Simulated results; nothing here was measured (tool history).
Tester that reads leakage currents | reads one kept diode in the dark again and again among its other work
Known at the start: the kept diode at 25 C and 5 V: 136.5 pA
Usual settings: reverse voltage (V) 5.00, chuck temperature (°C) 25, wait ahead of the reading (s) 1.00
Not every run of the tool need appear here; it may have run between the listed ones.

run	day	reverse voltage (V)	chuck temperature (°C)	wait ahead of the reading (s)	current that the tester gives (pA)
1	0.000	5.00	25	1.00	135.46
2	2.225	5.00	25	1.00	134.60
3	4.183	5.00	25	3.12	133.44
4	5.858	5.00	25	3.12	133.77
5	7.112	5.00	25	1.00	134.46
6	9.858	5.00	25	1.00	134.04
7	11.696	5.00	34	1.00	301.86
8	14.508	5.00	34	1.00	299.83
9	15.821	5.00	42	1.00	596.97
10	18.029	6.24	58	2.79	2298.26
11	20.875	4.39	21	6.55	86.50
12	23.892	4.39	21	6.55	87.17
13	25.258	5.00	25	0.95	133.43
14	26.854	5.00	52	0.95	1334.30
15	29.542	5.00	52	0.95	1328.29
16	32.358	5.00	52	0.95	1332.39
17	35.408	5.00	52	0.95	1327.48

How would selected steps in current that the tester gives (pA) from run to run divide? Give the signed amount a tool lacking its hidden state would still show from settings, what came in and random variation, and the signed amount left for the hidden state, including any gauge scatter that is not in both of the compared results.
The tool's hidden condition here consists of: stray current of the dirty probe card, pA a volt; current scale over the true one, %; true chuck temperature over the reading, C; drift of the gauge itself on leakage_pa, %.
Run 10 -> 11: reverse voltage (V) 6.24 -> 4.39, chuck temperature (°C) 58 -> 21, wait ahead of the reading (s) 2.79 -> 6.55. current that the tester gives (pA) -2211.76: hidden state +72.52, all else -2284.28.
